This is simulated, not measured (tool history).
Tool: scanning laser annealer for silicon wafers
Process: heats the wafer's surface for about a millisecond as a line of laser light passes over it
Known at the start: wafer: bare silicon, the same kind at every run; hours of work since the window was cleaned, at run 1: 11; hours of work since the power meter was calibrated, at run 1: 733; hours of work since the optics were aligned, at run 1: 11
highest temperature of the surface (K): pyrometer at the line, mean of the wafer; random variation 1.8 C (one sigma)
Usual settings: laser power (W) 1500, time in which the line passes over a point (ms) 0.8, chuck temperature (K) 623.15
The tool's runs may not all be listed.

| run | hour | laser power (W) | time in which the line passes over a point (ms) | chuck temperature (K) | hours of work since the window was cleaned | hours of work since the power meter was calibrated | hours of work since the optics were aligned | highest temperature of the surface (K) |
|---|---|---|---|---|---|---|---|---|
| 1 | 0 | 1500 | 0.8 | 623.15 | 11 | 733 | 11 | 1352.15 |
| 2 | 42.2 | 1500 | 0.8 | 623.15 | 29 | 750 | 29 | 1349.15 |
| 3 | 62.4 | 1500 | 0.8 | 623.15 | 37 | 759 | 37 | 1353.15 |
| 4 | 99.2 | 1500 | 0.8 | 623.15 | 53 | 775 | 53 | 1351.15 |
| 5 | 135.5 | 1500 | 0.595 | 623.15 | 68 | 790 | 68 | 1252.15 |
| 6 | 175.1 | 1500 | 0.595 | 623.15 | 85 | 807 | 85 | 1254.15 |
| 7 | 211 | 1500 | 0.909 | 623.15 | 100 | 822 | 100 | 1389.15 |
| 8 | 240.3 | 1500 | 0.8 | 623.15 | 113 | 834 | 113 | 1344.15 |
| 9 | 260 | 1500 | 0.585 | 623.15 | 121 | 843 | 121 | 1246.15 |
| 10 | 281.3 | 1457 | 0.585 | 623.15 | 130 | 852 | 130 | 1228.15 |
| 11 | 317.4 | 1457 | 0.585 | 623.15 | 145 | 867 | 145 | 1226.15 |
| 12 | 359.9 | 1457 | 0.585 | 623.15 | 163 | 885 | 163 | 1227.15 |
| 13 | 383.9 | 1500 | 0.8 | 623.15 | 173 | 895 | 173 | 1339.15 |
| 14 | 409.7 | 1500 | 0.8 | 623.15 | 184 | 906 | 184 | 1339.15 |
| 15 | 450.4 | 1500 | 0.8 | 623.15 | 202 | 924 | 202 | 1337.15 |
| 16 | 484.5 | 1277 | 0.8 | 623.15 | 216 | 938 | 216 | 1239.15 |
| 17 | 513.7 | 1277 | 0.8 | 623.15 | 229 | 951 | 229 | 1241.15 |
| 18 | 551.6 | 1521 | 0.8 | 623.15 | 245 | 967 | 245 | 1345.15 |
| 19 | 576.8 | 1521 | 0.8 | 621.15 | 255 | 977 | 255 | 1342.15 |
| 20 | 599.7 | 1367 | 0.8 | 621.15 | 265 | 987 | 265 | 1277.15 |
| 21 | 626.8 | 1367 | 0.8 | 621.15 | 277 | 998 | 277 | 1275.15 |
| 22 | 657.9 | 1302 | 0.8 | 623.15 | 290 | 1012 | 290 | 1249.15 |
| 23 | 676.1 | 1500 | 0.8 | 594.15 | 297 | 1019 | 297 | 1304.15 |
| 24 | 709.7 | 1471 | 0.963 | 642.15 | 312 | 1034 | 312 | 1406.15 |
| 25 | 745.4 | 1382 | 0.839 | 643.15 | 327 | 1049 | 327 | 1314.15 |
| 26 | 783.4 | 1381 | 0.67 | 621.15 | 343 | 1065 | 343 | 1221.15 |
| 27 | 806.5 | 1600 | 0.8 | 607.15 | 353 | 1075 | 353 | 1358.15 |
| 28 | 832.2 | 1600 | 0.8 | 607.15 | 364 | 1086 | 364 | 1352.15 |
| 29 | 862.8 | 1600 | 0.8 | 607.15 | 377 | 1099 | 377 | 1354.15 |
| 30 | 889.2 | 1555 | 0.686 | 631.15 | 388 | 1110 | 388 | 1307.15 |
| 31 | 915.2 | 1500 | 0.854 | 605.15 | 399 | 1121 | 399 | 1328.15 |
| 32 | 939.2 | 1500 | 0.8 | 588.15 | 409 | 1131 | 409 | 1291.15 |
| 33 | 975.5 | 1349 | 0.912 | 585.15 | 424 | 1146 | 424 | 1264.15 |
| 34 | 998.7 | 1349 | 0.912 | 585.15 | 434 | 1156 | 434 | 1258.15 |
| 35 | 1039 | 1289 | 0.576 | 623.15 | 451 | 1173 | 451 | 1142.15 |
| 36 | 1059.1 | 1573 | 0.762 | 608.15 | 460 | 1182 | 460 | 1317.15 |
|  | 1094.4 | window over the wafer cleaned |
| 37 | 1103.8 | 1457 | 0.8 | 623.15 | 4 | 1200 | 478 | 1327.15 |
| 38 | 1129.3 | 1457 | 0.8 | 623.15 | 15 | 1211 | 489 | 1328.15 |
| 39 | 1170.1 | 1457 | 0.8 | 623.15 | 32 | 1228 | 506 | 1330.15 |
| 40 | 1207 | 1356 | 0.75 | 594.15 | 48 | 1244 | 522 | 1230.15 |

4 ways to go on from here, each from the tool as it stands after run 40. What would each give?
| A | 1233.9 | 1638 | 0.965 | 624.15 | 59 | 1255 | 533 | ? |
| B | 1233.9 | 1410 | 0.703 | 662.15 | 59 | 1255 | 533 | ? |
| C | 1233.9 | 1418 | 0.8 | 660.15 | 59 | 1255 | 533 | ? |
| D | 1233.9 | 1298 | 0.921 | 593.15 | 59 | 1255 | 533 | ? |

| run | highest temperature of the surface (K) |
|---|---|
| A | 1477.15 |
| B | 1304.15 |
| C | 1347.15 |
| D | 1270.15 |
Without the tool's hidden state the same runs would have given:
| run | highest temperature of the surface (K) |
|---|---|
| A | 1486.15 |
| B | 1311.15 |
| C | 1354.15 |
| D | 1278.15 |

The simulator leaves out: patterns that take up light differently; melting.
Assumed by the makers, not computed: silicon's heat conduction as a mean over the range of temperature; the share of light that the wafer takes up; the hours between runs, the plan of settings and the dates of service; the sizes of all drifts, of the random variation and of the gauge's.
